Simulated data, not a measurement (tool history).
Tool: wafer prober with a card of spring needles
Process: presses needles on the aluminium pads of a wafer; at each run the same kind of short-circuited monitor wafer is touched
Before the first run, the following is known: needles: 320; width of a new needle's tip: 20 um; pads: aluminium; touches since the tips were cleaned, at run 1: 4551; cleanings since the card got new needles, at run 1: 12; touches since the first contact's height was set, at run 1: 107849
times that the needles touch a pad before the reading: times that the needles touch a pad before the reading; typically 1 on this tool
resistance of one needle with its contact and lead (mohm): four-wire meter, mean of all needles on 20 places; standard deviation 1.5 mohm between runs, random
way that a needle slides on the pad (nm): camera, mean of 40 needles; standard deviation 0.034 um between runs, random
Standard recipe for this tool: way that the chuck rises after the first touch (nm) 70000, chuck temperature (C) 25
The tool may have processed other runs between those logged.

run	hour	way that the chuck rises after the first touch (nm)	chuck temperature (C)	times that the needles touch a pad before the reading	touches since the tips were cleaned	cleanings since the card got new needles	touches since the first contact's height was set	resistance of one needle with its contact and lead (mohm)	way that a needle slides on the pad (nm)
1	0.0	70000	25	1	4551	12	107849	144	15130
# hour 13.0: tips cleaned on abrasive film
2	13.3	70000	25	1	89	13	111041	141	15130
3	30.8	70000	25	1	4305	13	115257	142	15140
# hour 43.5: tips cleaned on abrasive film
4	46.2	70000	25	1	642	14	118951	140	15100
5	63.8	70000	25	1	4898	14	123207	146	15090
# hour 74.9: tips cleaned on abrasive film
6	76.7	70000	25	1	433	15	126291	144	15060
# hour 90.8: height of the first contact set anew
7	94.2	70000	25	1	4593	15	833	143	15110
# hour 105.7: tips cleaned on abrasive film
8	110.5	70000	25	1	1155	16	4744	143	15100
9	122.4	70000	25	1	4037	16	7626	143	15130
10	134.7	70000	25	2	6988	16	10577	142	15190
# hour 136.3: tips cleaned on abrasive film
11	149.7	70000	25	2	3247	17	14193	145	15060
12	164.4	70000	25	2	6797	17	17743	143	15020
# hour 167.5: tips cleaned on abrasive film
13	174.3	66000	60	1	1641	18	20097	150	14280
14	187.7	66000	60	1	4873	18	23329	151	14260
# hour 199.7: tips cleaned on abrasive film
15	205.5	67000	25	1	1396	19	27609	144	14460
16	217.4	67000	25	1	4280	19	30493	145	14490
17	227.2	71000	91	2	6638	19	32851	151	15350
# hour 230.2: tips cleaned on abrasive film
18	236.4	59000	105	1	1497	20	35054	160	12730
19	244.6	76000	25	1	3480	20	37037	142	16450
20	254.2	63000	34	1	5783	20	39340	146	13630
# hour 260.9: tips cleaned on abrasive film
21	265.4	72000	34	2	1086	21	42017	143	15550
22	275.9	70000	25	1	3625	21	44556	145	15080
23	290.7	70000	25	1	7196	21	48127	143	15070
# hour 292.0: tips cleaned on abrasive film
24	300.9	63000	25	2	2135	22	50568	147	13580

Here are 5 independent what-if runs from the current tool condition. What would each one return?
A	315.5	61000	47	2	5673	22	54106	?	?
B	315.5	67000	119	3	5673	22	54106	?	?
C	315.5	70000	121	1	5673	22	54106	?	?
D	315.5	87000	26	2	5673	22	54106	?	?
E	315.5	70000	25	1	5673	22	54106	?	?

run	resistance of one needle with its contact and lead (mohm)	way that a needle slides on the pad (nm)
A	149	13170
B	161	14410
C	161	15100
D	138	18820
E	145	15110
With no hidden state in the tool, these same runs would have given:
run	resistance of one needle with its contact and lead (mohm)	way that a needle slides on the pad (nm)
A	149	13170
B	161	14410
C	160	15100
D	138	18820
E	145	15120
